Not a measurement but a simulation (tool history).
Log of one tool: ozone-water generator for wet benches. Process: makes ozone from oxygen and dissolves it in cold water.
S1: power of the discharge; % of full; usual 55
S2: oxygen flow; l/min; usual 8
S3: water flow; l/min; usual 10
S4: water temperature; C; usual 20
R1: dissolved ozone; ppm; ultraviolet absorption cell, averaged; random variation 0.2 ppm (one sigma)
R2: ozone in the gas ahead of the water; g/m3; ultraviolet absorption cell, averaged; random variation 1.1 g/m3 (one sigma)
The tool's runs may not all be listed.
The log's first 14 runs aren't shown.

run 15 hour=1213.1 | S1=55 S2=8 S3=10 S4=20 | R1=26.8 R2=201.4
run 16 hour=1278 | S1=55 S2=8 S3=10 S4=20 | R1=26.6 R2=199.3
run 17 hour=1329.2 | S1=55 S2=8 S3=10 S4=27 | R1=22.5 R2=200.8
run 18 hour=1379.1 | S1=43 S2=4.3 S3=10 S4=20 | R1=22.4 R2=205.6
run 19 hour=1451.1 | S1=46 S2=9.77 S3=10 S4=20 | R1=23.1 R2=163.2
run 20 hour=1541.6 | S1=46 S2=9.77 S3=10 S4=20 | R1=22.9 R2=162.4
run 21 hour=1622.6 | S1=55 S2=8 S3=10 S4=17 | R1=28.3 R2=201.4
run 22 hour=1713.2 | S1=55 S2=5.62 S3=10 S4=24 | R1=24.3 R2=224.7
run 23 hour=1812.6 | S1=87 S2=5.05 S3=10 S4=15 | R1=41.2 R2=325.8
run 24 hour=1895.2 | S1=87 S2=5.05 S3=10 S4=15 | R1=41.1 R2=323.7
run 25 hour=2006.2 | S1=46 S2=7.3 S3=13 S4=21 | R1=18.7 R2=180.2
run 26 hour=2104.4 | S1=55 S2=8 S3=10 S4=20 | R1=26.3 R2=199
run 27 hour=2186.2 | S1=55 S2=8 S3=10 S4=20 | R1=26.1 R2=200.6
run 28 hour=2251.3 | S1=55 S2=8 S3=10 S4=20 | R1=26.2 R2=197.2
run 29 hour=2303.8 | S1=53 S2=6.84 S3=13 S4=27 | R1=18.3 R2=203.3
run 30 hour=2403.9 | S1=53 S2=6.84 S3=13 S4=27 | R1=18.3 R2=204.2
run 31 hour=2493.1 | S1=53 S2=6.84 S3=13 S4=27 | R1=17.9 R2=204.5
run 32 hour=2563 | S1=47 S2=6.84 S3=8 S4=14 | R1=31.4 R2=188.2

Forecast each of these 3 alternatives for the next run:
run A hour=2677.4 | S1=47 S2=13.08 S3=8 S4=13 | R1=? R2=?
run B hour=2677.4 | S1=74 S2=4 S3=10 S4=20 | R1=? R2=?
run C hour=2677.4 | S1=81 S2=8 S3=10 S4=16 | R1=? R2=?

run=A R1=29.7 R2=149.2
run=B R1=31.8 R2=310.7
run=C R1=38.1 R2=262.9
Without the tool's hidden state the same runs would have given:
run=A R1=33.2 R2=153.2
run=B R1=36.3 R2=323
run=C R1=43.6 R2=273.9
